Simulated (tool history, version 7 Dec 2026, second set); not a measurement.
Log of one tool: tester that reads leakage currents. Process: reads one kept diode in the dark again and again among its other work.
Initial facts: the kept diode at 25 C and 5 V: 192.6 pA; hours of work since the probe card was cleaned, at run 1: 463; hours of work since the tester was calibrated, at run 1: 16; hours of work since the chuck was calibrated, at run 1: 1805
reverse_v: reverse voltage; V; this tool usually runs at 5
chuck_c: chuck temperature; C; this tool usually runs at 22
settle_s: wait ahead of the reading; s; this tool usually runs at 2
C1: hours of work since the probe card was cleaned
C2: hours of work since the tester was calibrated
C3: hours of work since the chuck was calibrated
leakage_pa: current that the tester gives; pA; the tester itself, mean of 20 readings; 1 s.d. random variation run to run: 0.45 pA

Run 1, hour 0: usual settings; C1 463; C2 16; C3 1805. Result: leakage_pa 142.66 pA.
Run 2, hour 28.7: usual settings; C1 483; C2 36; C3 1825. Result: leakage_pa 141.82 pA.
Run 3, hour 65: usual settings but settle_s 0.39 s; C1 509; C2 61; C3 1850. Result: leakage_pa 145.43 pA.
Run 4, hour 120.1: usual settings but settle_s 1.7 s; C1 547; C2 100; C3 1889. Result: leakage_pa 141.59 pA.
Run 5, hour 176.7: usual settings but settle_s 1.7 s; C1 586; C2 139; C3 1928. Result: leakage_pa 142.14 pA.
Run 6, hour 222.1: usual settings but settle_s 1.7 s; C1 618; C2 171; C3 1960. Result: leakage_pa 142.77 pA.
Run 7, hour 281.2: usual settings but settle_s 7.22 s; C1 659; C2 212; C3 2001. Result: leakage_pa 140.98 pA.
Run 8, hour 315.1: usual settings; C1 683; C2 236; C3 2025. Result: leakage_pa 141.5 pA.
Run 9, hour 355.6: usual settings; C1 711; C2 264; C3 2053. Result: leakage_pa 141.48 pA.
Run 10, hour 414: usual settings; C1 752; C2 304; C3 2093. Result: leakage_pa 141.66 pA.
Run 11, hour 465.4: usual settings; C1 787; C2 340; C3 2129. Result: leakage_pa 140.8 pA.
Run 12, hour 506.5: usual settings; C1 816; C2 369; C3 2158. Result: leakage_pa 140.84 pA.
Run 13, hour 545.7: usual settings; C1 843; C2 396; C3 2185. Result: leakage_pa 140.79 pA.
Run 14, hour 588.4: usual settings but chuck_c 36 C; C1 873; C2 426; C3 2215. Result: leakage_pa 435.55 pA.
Run 15, hour 631.3: usual settings but chuck_c 36 C; C1 903; C2 456; C3 2245. Result: leakage_pa 437.47 pA.
Run 16, hour 659.6: usual settings but chuck_c 43 C; C1 923; C2 475; C3 2264. Result: leakage_pa 744.3 pA.
At hour 667.5: probe card cleaned and baked.
Run 17, hour 698.1: usual settings but chuck_c 43 C; C1 21; C2 500; C3 2289. Result: leakage_pa 743.49 pA.
Run 18, hour 744.5: usual settings but chuck_c 43 C; C1 54; C2 533; C3 2322. Result: leakage_pa 744.48 pA.
Run 19, hour 795.9: usual settings but chuck_c 43 C; C1 89; C2 568; C3 2357. Result: leakage_pa 742.07 pA.
Run 20, hour 831: usual settings but reverse_v 2.9 V, chuck_c 48 C, settle_s 3.4 s; C1 114; C2 593; C3 2382. Result: leakage_pa 804.98 pA.
Run 21, hour 874: usual settings but reverse_v 2.37 V, chuck_c 48 C, settle_s 3.9 s; C1 144; C2 623; C3 2412. Result: leakage_pa 721.77 pA.
At hour 899.4: probe card cleaned and baked, once more.
Run 22, hour 926.4: usual settings but reverse_v 7.88 V, chuck_c 21 C, settle_s 8.13 s; C1 19; C2 657; C3 2446. Result: leakage_pa 159.35 pA.
Run 23, hour 974.1: usual settings but reverse_v 7.88 V, chuck_c 21 C, settle_s 8.13 s; C1 52; C2 690; C3 2479. Result: leakage_pa 159.32 pA.
At hour 989.1: chuck's temperature calibrated.
Run 24, hour 1023.9: usual settings but reverse_v 7.88 V, chuck_c 21 C, settle_s 8.13 s; C1 85; C2 724; C3 24. Result: leakage_pa 175.01 pA.
Run 25, hour 1069.3: usual settings but reverse_v 7.88 V, chuck_c 21 C, settle_s 8.98 s; C1 117; C2 755; C3 56. Result: leakage_pa 175.09 pA.
Run 26, hour 1118.8: usual settings but reverse_v 5.85 V, chuck_c 35 C, settle_s 3.57 s; C1 151; C2 790; C3 90. Result: leakage_pa 469.45 pA.
Run 27, hour 1163.9: usual settings but reverse_v 1.98 V, settle_s 0.95 s; C1 183; C2 821; C3 122. Result: leakage_pa 93.29 pA.
Run 28, hour 1198.5: usual settings but reverse_v 2.09 V, chuck_c 23 C; C1 207; C2 845; C3 146. Result: leakage_pa 104.27 pA.
Run 29, hour 1228.8: usual settings but reverse_v 1.41 V, chuck_c 50 C, settle_s 7.77 s; C1 228; C2 866; C3 167. Result: leakage_pa 686.09 pA.
Run 30, hour 1262.7: usual settings but reverse_v 14.07 V, chuck_c 24 C, settle_s 4.21 s; C1 252; C2 890; C3 191. Result: leakage_pa 305.77 pA.
Run 31, hour 1297.5: usual settings but reverse_v 14.07 V, chuck_c 24 C, settle_s 4.21 s; C1 276; C2 914; C3 215. Result: leakage_pa 305.74 pA.
Run 32, hour 1331.8: usual settings but reverse_v 14.07 V, chuck_c 24 C, settle_s 4.21 s; C1 300; C2 938; C3 239. Result: leakage_pa 305.77 pA.
Run 33, hour 1363: usual settings but reverse_v 6.23 V, chuck_c 27 C, settle_s 4.21 s; C1 322; C2 960; C3 260. Result: leakage_pa 254.55 pA.
Run 34, hour 1422.9: usual settings but reverse_v 6.23 V, chuck_c 27 C, settle_s 4.21 s; C1 363; C2 1002; C3 302. Result: leakage_pa 254.64 pA.
Run 35, hour 1453.9: usual settings but reverse_v 5.68 V, chuck_c 57 C, settle_s 0.43 s; C1 385; C2 1023; C3 324. Result: leakage_pa 2280.53 pA.

Some steps in leakage_pa between neighbouring runs. How much of each would the tool show without its hidden state too (settings, what came in, random variation), and how much is left for the hidden state, with any gauge scatter that isn't in both results?
The tool's hidden condition here consists of: stray current of the dirty probe card, pA a volt; current scale over the true one, %; true chuck temperature over the reading, C; drift of the gauge itself on leakage_pa, %.
Run 13 -> 14: chuck_c 22 -> 36. leakage_pa +294.76 pA: hidden state -21.61, all else +316.37.
Run 15 -> 16: chuck_c 36 -> 43. leakage_pa +306.83 pA: hidden state -21.77, all else +328.6.
Run 21 -> 22: reverse_v 2.37 -> 7.88, chuck_c 48 -> 21, settle_s 3.9 -> 8.13, probe card cleaned and baked, once more. leakage_pa -562.42 pA: hidden state +39.78, all else -602.2.
Run 28 -> 29: reverse_v 2.09 -> 1.41, chuck_c 23 -> 50, settle_s 2 -> 7.77. leakage_pa +581.82 pA: hidden state -1.64, all else +583.46.
Run 34 -> 35: reverse_v 6.23 -> 5.68, chuck_c 27 -> 57, settle_s 4.21 -> 0.43. leakage_pa +2025.89 pA: hidden state -16.18, all else +2042.07.
